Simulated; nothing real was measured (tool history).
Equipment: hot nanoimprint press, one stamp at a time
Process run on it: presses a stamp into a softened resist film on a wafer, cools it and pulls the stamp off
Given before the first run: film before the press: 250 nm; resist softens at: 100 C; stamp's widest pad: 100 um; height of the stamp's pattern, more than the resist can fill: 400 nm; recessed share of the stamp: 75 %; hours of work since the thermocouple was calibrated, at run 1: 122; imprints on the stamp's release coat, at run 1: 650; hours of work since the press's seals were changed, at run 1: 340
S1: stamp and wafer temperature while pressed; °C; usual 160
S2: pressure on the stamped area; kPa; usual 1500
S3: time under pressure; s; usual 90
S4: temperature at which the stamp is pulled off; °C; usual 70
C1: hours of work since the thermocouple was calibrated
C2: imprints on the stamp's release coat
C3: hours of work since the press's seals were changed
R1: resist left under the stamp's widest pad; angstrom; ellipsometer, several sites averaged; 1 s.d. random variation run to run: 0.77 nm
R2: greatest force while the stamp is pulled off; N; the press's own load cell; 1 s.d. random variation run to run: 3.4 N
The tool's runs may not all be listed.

{"run": 1, "hour": 0.0, "S1": 160, "S2": 1500, "S3": 90, "S4": 70, "C1": 122, "C2": 650, "C3": 340, "R1": 1030, "R2": 198}
{"run": 2, "hour": 13.8, "S1": 160, "S2": 1500, "S3": 90, "S4": 70, "C1": 128, "C2": 683, "C3": 347, "R1": 1030, "R2": 197}
{"run": 3, "hour": 25.7, "S1": 160, "S2": 1500, "S3": 90, "S4": 70, "C1": 134, "C2": 712, "C3": 353, "R1": 1022, "R2": 201}
{"run": 4, "hour": 41.7, "S1": 148, "S2": 1500, "S3": 90, "S4": 70, "C1": 142, "C2": 750, "C3": 361, "R1": 1935, "R2": 196}
{"run": 5, "hour": 57.0, "S1": 148, "S2": 1500, "S3": 90, "S4": 70, "C1": 149, "C2": 787, "C3": 368, "R1": 1921, "R2": 198}
{"run": 6, "hour": 66.2, "S1": 148, "S2": 1500, "S3": 90, "S4": 70, "C1": 154, "C2": 809, "C3": 373, "R1": 1939, "R2": 202}
{"run": 7, "hour": 77.1, "S1": 148, "S2": 1500, "S3": 90, "S4": 70, "C1": 159, "C2": 835, "C3": 378, "R1": 1908, "R2": 198}
{"run": 8, "hour": 91.8, "S1": 160, "S2": 1500, "S3": 126, "S4": 70, "C1": 166, "C2": 871, "C3": 385, "R1": 903, "R2": 195}
{"run": 9, "hour": 109.4, "S1": 160, "S2": 1820, "S3": 90, "S4": 70, "C1": 175, "C2": 913, "C3": 394, "R1": 936, "R2": 200}
{"run": 10, "hour": 124.2, "S1": 160, "S2": 1500, "S3": 90, "S4": 70, "C1": 182, "C2": 948, "C3": 401, "R1": 1037, "R2": 196}
{"run": 11, "hour": 135.5, "S1": 159, "S2": 1500, "S3": 90, "S4": 70, "C1": 188, "C2": 976, "C3": 406, "R1": 1086, "R2": 204}
{"run": 12, "hour": 153.1, "S1": 160, "S2": 1080, "S3": 90, "S4": 70, "C1": 196, "C2": 1018, "C3": 415, "R1": 1189, "R2": 203}
{"run": 13, "hour": 164.1, "S1": 151, "S2": 1500, "S3": 90, "S4": 70, "C1": 201, "C2": 1044, "C3": 420, "R1": 1695, "R2": 194}
{"run": 14, "hour": 175.3, "S1": 151, "S2": 1500, "S3": 90, "S4": 70, "C1": 207, "C2": 1071, "C3": 426, "R1": 1682, "R2": 195}
{"run": 15, "hour": 185.0, "S1": 154, "S2": 1580, "S3": 90, "S4": 70, "C1": 212, "C2": 1095, "C3": 430, "R1": 1428, "R2": 202}
{"run": 16, "hour": 192.6, "S1": 154, "S2": 1580, "S3": 90, "S4": 70, "C1": 215, "C2": 1113, "C3": 434, "R1": 1413, "R2": 202}
{"hour": 209.2, "done": "stamp cleaned and given a new release coat"}
{"run": 17, "hour": 214.4, "S1": 160, "S2": 1500, "S3": 90, "S4": 62, "C1": 223, "C2": 13, "C3": 442, "R1": 1030, "R2": 231}
{"run": 18, "hour": 229.1, "S1": 168, "S2": 2140, "S3": 90, "S4": 70, "C1": 230, "C2": 48, "C3": 449, "R1": 535, "R2": 198}
{"run": 19, "hour": 244.5, "S1": 168, "S2": 2140, "S3": 90, "S4": 70, "C1": 238, "C2": 85, "C3": 456, "R1": 534, "R2": 199}
{"run": 20, "hour": 252.2, "S1": 168, "S2": 2140, "S3": 90, "S4": 70, "C1": 241, "C2": 103, "C3": 460, "R1": 528, "R2": 199}
{"run": 21, "hour": 264.0, "S1": 168, "S2": 2140, "S3": 90, "S4": 70, "C1": 247, "C2": 132, "C3": 466, "R1": 537, "R2": 204}
{"run": 22, "hour": 278.4, "S1": 171, "S2": 1220, "S3": 104, "S4": 70, "C1": 254, "C2": 167, "C3": 473, "R1": 552, "R2": 196}
{"run": 23, "hour": 291.3, "S1": 171, "S2": 1220, "S3": 104, "S4": 62, "C1": 260, "C2": 197, "C3": 479, "R1": 577, "R2": 236}
{"run": 24, "hour": 303.5, "S1": 171, "S2": 1310, "S3": 104, "S4": 64, "C1": 266, "C2": 227, "C3": 485, "R1": 554, "R2": 225}

Describe how what the log doesn't record of the tool's condition differs between the last listed run preceding each entry between runs and the first listed run following it.
Run 16 -> run 17: stamp cleaned and given a new release coat (hour 209.2)
  grip of the stamp's worn release coat, % over a new coat's: 0.6 -> 0
